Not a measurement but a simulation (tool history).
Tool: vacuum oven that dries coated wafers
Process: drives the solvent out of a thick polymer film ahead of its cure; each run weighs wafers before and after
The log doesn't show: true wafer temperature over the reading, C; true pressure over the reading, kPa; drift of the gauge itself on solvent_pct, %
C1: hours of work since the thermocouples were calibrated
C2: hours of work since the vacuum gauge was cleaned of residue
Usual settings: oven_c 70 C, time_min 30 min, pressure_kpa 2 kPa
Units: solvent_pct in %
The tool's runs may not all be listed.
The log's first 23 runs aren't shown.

run 24 hour=287.2 | oven_c=70 time_min=30 pressure_kpa=2 | C1=426 C2=729 | solvent_pct=1.48
run 25 hour=297.3 | oven_c=70 time_min=19 pressure_kpa=2 | C1=433 C2=737 | solvent_pct=2.54
run 26 hour=311.2 | oven_c=70 time_min=19 pressure_kpa=2 | C1=444 C2=747 | solvent_pct=2.57
run 27 hour=325.3 | oven_c=70 time_min=19 pressure_kpa=2 | C1=455 C2=758 | solvent_pct=2.54
run 28 hour=341.1 | oven_c=69 time_min=20 pressure_kpa=3.23 | C1=467 C2=770 | solvent_pct=3.2
run 29 hour=351.1 | oven_c=69 time_min=18 pressure_kpa=3.23 | C1=475 C2=778 | solvent_pct=3.57
run 30 hour=358.1 | oven_c=69 time_min=18 pressure_kpa=3.23 | C1=480 C2=783 | solvent_pct=3.57
run 31 hour=372.6 | oven_c=69 time_min=18 pressure_kpa=3.23 | C1=491 C2=795 | solvent_pct=3.54
run 32 hour=386.3 | oven_c=70 time_min=37 pressure_kpa=4.54 | C1=502 C2=805 | solvent_pct=2.39
run 33 hour=398.6 | oven_c=70 time_min=35 pressure_kpa=3.16 | C1=511 C2=815 | solvent_pct=1.83
-- hour=401.2 vacuum gauge cleaned of residue and calibrated
run 34 hour=408.8 | oven_c=70 time_min=35 pressure_kpa=3.16 | C1=518 C2=6 | solvent_pct=1.89
run 35 hour=421 | oven_c=70 time_min=35 pressure_kpa=3.16 | C1=527 C2=15 | solvent_pct=1.91
run 36 hour=428.1 | oven_c=55 time_min=17 pressure_kpa=1.13 | C1=532 C2=21 | solvent_pct=8.61
-- hour=435.3 vacuum gauge cleaned of residue and calibrated, once more
run 37 hour=442.7 | oven_c=55 time_min=17 pressure_kpa=1.13 | C1=542 C2=6 | solvent_pct=8.27
run 38 hour=454 | oven_c=71 time_min=39 pressure_kpa=2 | C1=551 C2=14 | solvent_pct=0.98
run 39 hour=462.6 | oven_c=71 time_min=39 pressure_kpa=2 | C1=558 C2=21 | solvent_pct=0.95
run 40 hour=473.7 | oven_c=71 time_min=39 pressure_kpa=2 | C1=566 C2=29 | solvent_pct=0.97
run 41 hour=490.2 | oven_c=84 time_min=30 pressure_kpa=2 | C1=579 C2=42 | solvent_pct=0.51
run 42 hour=502.5 | oven_c=84 time_min=30 pressure_kpa=2 | C1=588 C2=52 | solvent_pct=0.52
run 43 hour=513.1 | oven_c=84 time_min=27 pressure_kpa=3.22 | C1=596 C2=60 | solvent_pct=0.85
run 44 hour=525.6 | oven_c=72 time_min=37 pressure_kpa=3.22 | C1=606 C2=69 | solvent_pct=1.44
run 45 hour=532.6 | oven_c=72 time_min=37 pressure_kpa=3.22 | C1=611 C2=75 | solvent_pct=1.45
run 46 hour=546.3 | oven_c=72 time_min=37 pressure_kpa=4.46 | C1=622 C2=85 | solvent_pct=1.96
run 47 hour=563 | oven_c=72 time_min=37 pressure_kpa=4.46 | C1=635 C2=98 | solvent_pct=1.96

Forecast each of these 3 alternatives for the next run:
run A hour=570.1 | oven_c=63 time_min=19 pressure_kpa=3.87 | C1=640 C2=103 | solvent_pct=?
run B hour=570.1 | oven_c=62 time_min=30 pressure_kpa=2.38 | C1=640 C2=103 | solvent_pct=?
run C hour=570.1 | oven_c=70 time_min=46 pressure_kpa=1.6 | C1=640 C2=103 | solvent_pct=?

run=A solvent_pct=5.64
run=B solvent_pct=3.26
run=C solvent_pct=0.78
Without the tool's hidden state the same runs would have given:
run=A solvent_pct=6.19
run=B solvent_pct=3.68
run=C solvent_pct=0.84
